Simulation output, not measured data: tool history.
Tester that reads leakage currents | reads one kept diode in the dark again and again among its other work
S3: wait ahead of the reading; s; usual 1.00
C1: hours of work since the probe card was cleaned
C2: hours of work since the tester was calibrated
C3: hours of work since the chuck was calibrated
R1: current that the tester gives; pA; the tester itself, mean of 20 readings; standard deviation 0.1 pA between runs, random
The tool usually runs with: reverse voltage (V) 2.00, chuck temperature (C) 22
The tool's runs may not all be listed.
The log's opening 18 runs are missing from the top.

{"hour": 655.0, "done": "chuck's temperature calibrated"}
{"run": 19, "hour": 674.1, "reverse voltage (V)": 2.0, "chuck temperature (C)": 22, "S3": 0.41, "C1": 553, "C2": 870, "C3": 9, "R1": 28.38}
{"run": 20, "hour": 713.8, "reverse voltage (V)": 2.0, "chuck temperature (C)": 22, "S3": 0.41, "C1": 573, "C2": 890, "C3": 29, "R1": 28.15}
{"run": 21, "hour": 750.0, "reverse voltage (V)": 2.0, "chuck temperature (C)": 22, "S3": 0.41, "C1": 591, "C2": 908, "C3": 47, "R1": 28.2}
{"run": 22, "hour": 798.9, "reverse voltage (V)": 2.0, "chuck temperature (C)": 22, "S3": 1.0, "C1": 615, "C2": 932, "C3": 71, "R1": 27.4}
{"run": 23, "hour": 833.7, "reverse voltage (V)": 9.39, "chuck temperature (C)": 22, "S3": 2.04, "C1": 632, "C2": 949, "C3": 88, "R1": 59.81}
{"hour": 860.5, "done": "chuck's temperature calibrated, once more"}
{"run": 24, "hour": 869.0, "reverse voltage (V)": 2.25, "chuck temperature (C)": 53, "S3": 2.67, "C1": 648, "C2": 965, "C3": 4, "R1": 410.0}
{"run": 25, "hour": 922.2, "reverse voltage (V)": 1.58, "chuck temperature (C)": 22, "S3": 0.3, "C1": 674, "C2": 991, "C3": 30, "R1": 27.58}
{"run": 26, "hour": 973.1, "reverse voltage (V)": 2.83, "chuck temperature (C)": 22, "S3": 5.0, "C1": 699, "C2": 1016, "C3": 55, "R1": 35.87}
{"run": 27, "hour": 1014.2, "reverse voltage (V)": 10.48, "chuck temperature (C)": 33, "S3": 2.17, "C1": 719, "C2": 1036, "C3": 75, "R1": 180.22}
{"run": 28, "hour": 1036.1, "reverse voltage (V)": 15.38, "chuck temperature (C)": 41, "S3": 0.71, "C1": 730, "C2": 1047, "C3": 86, "R1": 419.32}
{"run": 29, "hour": 1063.2, "reverse voltage (V)": 15.38, "chuck temperature (C)": 41, "S3": 0.71, "C1": 743, "C2": 1060, "C3": 99, "R1": 418.67}
{"run": 30, "hour": 1105.6, "reverse voltage (V)": 2.0, "chuck temperature (C)": 22, "S3": 0.76, "C1": 764, "C2": 1081, "C3": 120, "R1": 30.36}
{"run": 31, "hour": 1137.7, "reverse voltage (V)": 2.0, "chuck temperature (C)": 22, "S3": 0.76, "C1": 780, "C2": 1097, "C3": 136, "R1": 30.06}
{"run": 32, "hour": 1164.6, "reverse voltage (V)": 2.93, "chuck temperature (C)": 54, "S3": 0.76, "C1": 793, "C2": 1110, "C3": 149, "R1": 495.95}
{"run": 33, "hour": 1190.1, "reverse voltage (V)": 1.68, "chuck temperature (C)": 22, "S3": 3.97, "C1": 806, "C2": 1123, "C3": 162, "R1": 27.23}
{"run": 34, "hour": 1219.6, "reverse voltage (V)": 1.68, "chuck temperature (C)": 22, "S3": 3.97, "C1": 820, "C2": 1137, "C3": 176, "R1": 27.1}
{"run": 35, "hour": 1246.7, "reverse voltage (V)": 10.69, "chuck temperature (C)": 26, "S3": 0.54, "C1": 833, "C2": 1150, "C3": 189, "R1": 102.04}
{"run": 36, "hour": 1281.9, "reverse voltage (V)": 10.69, "chuck temperature (C)": 26, "S3": 0.54, "C1": 851, "C2": 1168, "C3": 207, "R1": 101.27}
{"run": 37, "hour": 1317.2, "reverse voltage (V)": 10.69, "chuck temperature (C)": 26, "S3": 0.54, "C1": 868, "C2": 1185, "C3": 224, "R1": 101.85}
{"run": 38, "hour": 1351.2, "reverse voltage (V)": 10.69, "chuck temperature (C)": 43, "S3": 0.54, "C1": 885, "C2": 1202, "C3": 241, "R1": 403.4}
{"run": 39, "hour": 1375.8, "reverse voltage (V)": 2.0, "chuck temperature (C)": 56, "S3": 1.0, "C1": 897, "C2": 1214, "C3": 253, "R1": 471.81}
{"run": 40, "hour": 1411.8, "reverse voltage (V)": 2.0, "chuck temperature (C)": 56, "S3": 1.0, "C1": 914, "C2": 1231, "C3": 270, "R1": 469.85}
{"run": 41, "hour": 1445.9, "reverse voltage (V)": 2.0, "chuck temperature (C)": 56, "S3": 1.0, "C1": 931, "C2": 1248, "C3": 287, "R1": 469.75}

Predict each of these 3 candidate next runs independently; none follows another, all start after run 41:
{"run": "A", "hour": 1468.9, "reverse voltage (V)": 1.45, "chuck temperature (C)": 53, "S3": 8.84, "C1": 942, "C2": 1259, "C3": 298, "R1": "?"}
{"run": "B", "hour": 1468.9, "reverse voltage (V)": 4.5, "chuck temperature (C)": 56, "S3": 0.84, "C1": 942, "C2": 1259, "C3": 298, "R1": "?"}
{"run": "C", "hour": 1468.9, "reverse voltage (V)": 17.55, "chuck temperature (C)": 33, "S3": 1.05, "C1": 942, "C2": 1259, "C3": 298, "R1": "?"}

run=A R1=319.45
run=B R1=702.73
run=C R1=229.81
The same runs, with their run-to-run variation unchanged, on a tool lacking any hidden condition would have given:
run=A R1=326.34
run=B R1=717.16
run=C R1=231.38

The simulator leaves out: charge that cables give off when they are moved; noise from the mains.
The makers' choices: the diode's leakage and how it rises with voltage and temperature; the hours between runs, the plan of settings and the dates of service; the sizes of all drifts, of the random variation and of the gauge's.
